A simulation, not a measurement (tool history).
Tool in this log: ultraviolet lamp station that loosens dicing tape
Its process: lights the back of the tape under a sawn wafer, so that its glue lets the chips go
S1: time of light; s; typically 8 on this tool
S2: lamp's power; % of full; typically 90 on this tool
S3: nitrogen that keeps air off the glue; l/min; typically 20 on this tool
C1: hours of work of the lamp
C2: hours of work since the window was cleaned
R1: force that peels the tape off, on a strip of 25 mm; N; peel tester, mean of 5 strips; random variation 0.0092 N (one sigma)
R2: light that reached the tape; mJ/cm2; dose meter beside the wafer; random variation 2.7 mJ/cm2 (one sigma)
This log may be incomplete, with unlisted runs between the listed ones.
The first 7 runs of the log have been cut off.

run 8 hour=51.2 | S1=15 S2=90 S3=20 | C1=183 C2=183 | R1=0.201 R2=694
run 9 hour=63.6 | S1=15 S2=90 S3=20 | C1=192 C2=192 | R1=0.197 R2=709
run 10 hour=74.7 | S1=7 S2=90 S3=20 | C1=200 C2=200 | R1=0.493 R2=328
run 11 hour=85 | S1=7 S2=90 S3=20 | C1=208 C2=208 | R1=0.464 R2=324
run 12 hour=97.1 | S1=7 S2=90 S3=20 | C1=217 C2=217 | R1=0.474 R2=328
run 13 hour=104.6 | S1=8 S2=90 S3=20 | C1=222 C2=222 | R1=0.375 R2=376
run 14 hour=112.5 | S1=8 S2=86 S3=20 | C1=228 C2=228 | R1=0.421 R2=357
run 15 hour=125.2 | S1=8 S2=86 S3=20 | C1=238 C2=238 | R1=0.424 R2=356
run 16 hour=138.1 | S1=8 S2=90 S3=21 | C1=247 C2=247 | R1=0.378 R2=368
run 17 hour=144 | S1=8 S2=90 S3=18 | C1=251 C2=251 | R1=0.419 R2=371
run 18 hour=154.6 | S1=8 S2=74 S3=15 | C1=259 C2=259 | R1=0.629 R2=308
run 19 hour=160.3 | S1=13 S2=67 S3=11 | C1=263 C2=263 | R1=0.409 R2=446
run 20 hour=173 | S1=8 S2=89 S3=20 | C1=273 C2=273 | R1=0.415 R2=369
run 21 hour=185.1 | S1=8 S2=80 S3=11 | C1=282 C2=282 | R1=0.69 R2=330
run 22 hour=197.3 | S1=8 S2=93 S3=26 | C1=291 C2=291 | R1=0.322 R2=384
run 23 hour=209.7 | S1=8 S2=93 S3=26 | C1=300 C2=300 | R1=0.308 R2=387
run 24 hour=215.9 | S1=8 S2=93 S3=26 | C1=305 C2=305 | R1=0.32 R2=380
run 25 hour=227.8 | S1=8 S2=93 S3=26 | C1=313 C2=313 | R1=0.299 R2=384
run 26 hour=241 | S1=14 S2=90 S3=20 | C1=323 C2=323 | R1=0.197 R2=646
run 27 hour=247.2 | S1=8 S2=94 S3=20 | C1=328 C2=328 | R1=0.35 R2=389
run 28 hour=254.7 | S1=8 S2=94 S3=20 | C1=333 C2=333 | R1=0.368 R2=386
run 29 hour=268.1 | S1=8 S2=94 S3=20 | C1=343 C2=343 | R1=0.362 R2=382
run 30 hour=280.6 | S1=7 S2=92 S3=8 | C1=352 C2=352 | R1=0.879 R2=332
run 31 hour=290.8 | S1=14 S2=68 S3=20 | C1=360 C2=360 | R1=0.267 R2=497
run 32 hour=301.4 | S1=14 S2=83 S3=20 | C1=368 C2=368 | R1=0.212 R2=600

5 ways to go on from here, each from the tool as it stands after run 32. What would each give?
run A hour=311.3 | S1=8 S2=90 S3=12 | C1=375 C2=375 | R1=? R2=?
run B hour=311.3 | S1=7 S2=96 S3=32 | C1=375 C2=375 | R1=? R2=?
run C hour=311.3 | S1=8 S2=79 S3=20 | C1=375 C2=375 | R1=? R2=?
run D hour=311.3 | S1=10 S2=65 S3=7 | C1=375 C2=375 | R1=? R2=?
run E hour=311.3 | S1=9 S2=90 S3=26 | C1=375 C2=375 | R1=? R2=?

run=A R1=0.54 R2=369
run=B R1=0.336 R2=347
run=C R1=0.478 R2=326
run=D R1=0.953 R2=336
run=E R1=0.281 R2=421
Stripped of hidden state, with their random variation kept, the same runs would have yielded:
run=A R1=0.537 R2=370
run=B R1=0.335 R2=348
run=C R1=0.475 R2=327
run=D R1=0.948 R2=337
run=E R1=0.28 R2=422
